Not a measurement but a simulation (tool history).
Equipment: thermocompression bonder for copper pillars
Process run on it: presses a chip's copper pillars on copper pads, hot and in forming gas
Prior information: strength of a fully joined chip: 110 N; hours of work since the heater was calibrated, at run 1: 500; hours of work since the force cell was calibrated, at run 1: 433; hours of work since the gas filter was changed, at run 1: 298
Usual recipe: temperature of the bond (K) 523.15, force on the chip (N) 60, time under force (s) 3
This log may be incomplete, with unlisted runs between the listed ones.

run    hour  temperature of the bond (K)  force on the chip (N)  time under force (s)  hours of work since the heater was calibrated  hours of work since the force cell was calibrated  hours of work since the gas filter was changed  force that shears a chip off (N)
  1       0                       523.15                     60                     3                                            500                                                433                                             298                              51.5
  2    61.7                       523.15                     60                     3                                            539                                                471                                             336                              50.4
  3    97.5                       511.15                     60                     3                                            561                                                494                                             359                              42.7
  4   156.8                       511.15                     60                     7                                            599                                                531                                             396                              57.5
  5     200                       511.15                     60                     7                                            626                                                558                                             423                              56.9
  6   241.6                       511.15                     60                     7                                            652                                                585                                             450                              56.8
      264.6  -- forming gas filter changed
  7   272.6                       511.15                     60                     7                                            671                                                604                                               5                              57.5
  8   340.4                       511.15                     58                     7                                            714                                                647                                              48                              56.7
  9     372                       523.15                     60                     3                                            734                                                666                                              68                              50.7
 10   416.4                       496.15                     60                     3                                            762                                                694                                              95                              31.9
 11   452.4                       544.15                     60                     3                                            784                                                717                                             118                              67.2
 12   504.1                       544.15                     60                     3                                            817                                                750                                             151                              67.4
 13   570.4                       523.15                     60                     3                                            859                                                791                                             192                              50.7
 14     609                       523.15                     60                     3                                            883                                                816                                             217                              50.2
 15   644.6                       523.15                     60                     3                                            905                                                838                                             239                                50
 16   698.6                       523.15                     60                     3                                            939                                                872                                             273                              50.8
 17   768.3                       537.15                     60                     3                                            983                                                916                                             317                              61.8
 18     838                       537.15                     60                     3                                           1027                                                960                                             361                              61.7
 19   882.1                       537.15                     60                     3                                           1055                                                987                                             388                              60.9
 20   953.7                       537.15                     60                     3                                           1100                                               1032                                             434                              60.4
     1001.2  -- forming gas filter changed
 21  1020.7                       537.15                     61                     3                                           1142                                               1074                                              12                              61.7
 22  1066.5                       537.15                     59                     3                                           1170                                               1103                                              41                                61
 23  1114.3                       537.15                     47                     8                                           1200                                               1133                                              71                              72.3
 24  1178.5                       537.15                     43                     9                                           1241                                               1174                                             112                              72.6
     1214.7  -- heater calibrated with a thermocouple chip
 25  1229.9                       496.15                     39                     3                                             10                                               1205                                             143                              23.5
 26  1271.3                       496.15                     45                     4                                             36                                               1231                                             169                              29.3
 27  1339.9                       496.15                     45                     4                                             79                                               1274                                             212                              29.3
     1354.2  -- force cell calibrated
 28  1411.6                       498.15                     84                     3                                            123                                                 36                                             256                              42.1
 29  1444.5                       498.15                     84                     3                                            144                                                 57                                             277                              42.2
 30  1505.6                       538.15                     60                     9                                            182                                                 95                                             315                              84.5
 31  1575.9                       534.15                     41                     9                                            226                                                139                                             359                              68.3
 32  1612.5                       523.15                     60                     3                                            249                                                163                                             382                              50.7
 33  1642.9                       539.15                     61                     5                                            268                                                182                                             402                              74.3
 34  1676.3                       539.15                     48                     5                                            289                                                203                                             423                              66.1
 35  1718.7                       511.15                     59                     3                                            316                                                229                                             449                              41.3
     1737.9  -- forming gas filter changed
 36  1775.9                       537.15                     59                     3                                            352                                                265                                              24                              61.7
 37  1840.6                       548.15                     78                     8                                            393                                                306                                              65                              97.2
 38  1871.6                       523.15                     79                     6                                            412                                                325                                              84                                75
 39  1916.2                       499.15                     79                     7                                            440                                                353                                             112                              55.7

Consider 5 possible next runs. They are alternatives, not a sequence: every one starts from the tool as it was left by run 39. What does each give?
  A  1947.6                       552.15                     60                     4                                            460                                                373                                             132                                 ?
  B  1947.6                       495.15                     58                     2                                            460                                                373                                             132                                 ?
  C  1947.6                       504.15                     60                     3                                            460                                                373                                             132                                 ?
  D  1947.6                       509.15                     45                     5                                            460                                                373                                             132                                 ?
  E  1947.6                       523.15                     60                     3                                            460                                                373                                             132                                 ?

run  force that shears a chip off (N)
  A                              79.3
  B                              25.6
  C                              37.4
  D                              40.5
  E                              50.2
Stripped of hidden state, with their random variation kept, the same runs would have yielded:
run  force that shears a chip off (N)
  A                              79.5
  B                              25.8
  C                              37.7
  D                              40.8
  E                              50.4

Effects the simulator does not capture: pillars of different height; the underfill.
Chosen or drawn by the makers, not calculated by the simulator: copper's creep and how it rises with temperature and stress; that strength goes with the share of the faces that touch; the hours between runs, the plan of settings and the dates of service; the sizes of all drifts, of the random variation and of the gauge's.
